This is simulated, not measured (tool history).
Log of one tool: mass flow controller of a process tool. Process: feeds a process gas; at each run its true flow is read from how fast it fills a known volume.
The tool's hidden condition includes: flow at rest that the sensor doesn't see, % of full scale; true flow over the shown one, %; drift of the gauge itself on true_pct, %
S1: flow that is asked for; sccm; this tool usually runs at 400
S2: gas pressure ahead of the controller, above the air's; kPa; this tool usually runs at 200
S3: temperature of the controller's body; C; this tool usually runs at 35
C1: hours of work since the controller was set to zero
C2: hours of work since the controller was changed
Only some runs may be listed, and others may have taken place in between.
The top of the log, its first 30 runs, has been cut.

run 31 day=250.95 | S1=270 S2=223 S3=26 | C1=5652 C2=5652 | true_flow_(%)=99.42
run 32 day=257.862 | S1=648 S2=265 S3=22 | C1=5738 C2=5738 | true_flow_(%)=99.14
-- day=261.292 controller exchanged for a calibrated one
run 33 day=264.646 | S1=608 S2=146 S3=31 | C1=42 C2=42 | true_flow_(%)=100.37
run 34 day=276.288 | S1=608 S2=146 S3=31 | C1=188 C2=188 | true_flow_(%)=100.5
run 35 day=283.871 | S1=608 S2=146 S3=31 | C1=283 C2=283 | true_flow_(%)=100.53
run 36 day=288.925 | S1=113 S2=143 S3=32 | C1=346 C2=346 | true_flow_(%)=100.15
run 37 day=297.346 | S1=291 S2=143 S3=21 | C1=451 C2=451 | true_flow_(%)=99.27
run 38 day=307.308 | S1=291 S2=143 S3=21 | C1=576 C2=576 | true_flow_(%)=99.4
run 39 day=314.617 | S1=291 S2=143 S3=21 | C1=667 C2=667 | true_flow_(%)=99.33
run 40 day=324.654 | S1=400 S2=195 S3=29 | C1=793 C2=793 | true_flow_(%)=99.91
run 41 day=333.829 | S1=400 S2=195 S3=29 | C1=908 C2=908 | true_flow_(%)=100
run 42 day=343.529 | S1=400 S2=195 S3=29 | C1=1029 C2=1029 | true_flow_(%)=99.85
run 43 day=351.7 | S1=400 S2=168 S3=21 | C1=1131 C2=1131 | true_flow_(%)=99.41
run 44 day=357.292 | S1=400 S2=156 S3=35 | C1=1201 C2=1201 | true_flow_(%)=100.68
run 45 day=364.779 | S1=178 S2=156 S3=35 | C1=1295 C2=1295 | true_flow_(%)=100.53

Forecast each of these 5 alternatives for the next run:
run A day=375.233 | S1=530 S2=148 S3=35 | C1=1426 C2=1426 | true_flow_(%)=?
run B day=375.233 | S1=847 S2=222 S3=30 | C1=1426 C2=1426 | true_flow_(%)=?
run C day=375.233 | S1=402 S2=151 S3=29 | C1=1426 C2=1426 | true_flow_(%)=?
run D day=375.233 | S1=210 S2=174 S3=22 | C1=1426 C2=1426 | true_flow_(%)=?
run E day=375.233 | S1=253 S2=173 S3=37 | C1=1426 C2=1426 | true_flow_(%)=?

run=A true_flow_(%)=100.72
run=B true_flow_(%)=100.18
run=C true_flow_(%)=100.04
run=D true_flow_(%)=99.26
run=E true_flow_(%)=100.57
Had the tool no hidden state, the same runs would have come out as:
run=A true_flow_(%)=100.73
run=B true_flow_(%)=100.18
run=C true_flow_(%)=100.04
run=D true_flow_(%)=99.26
run=E true_flow_(%)=100.58
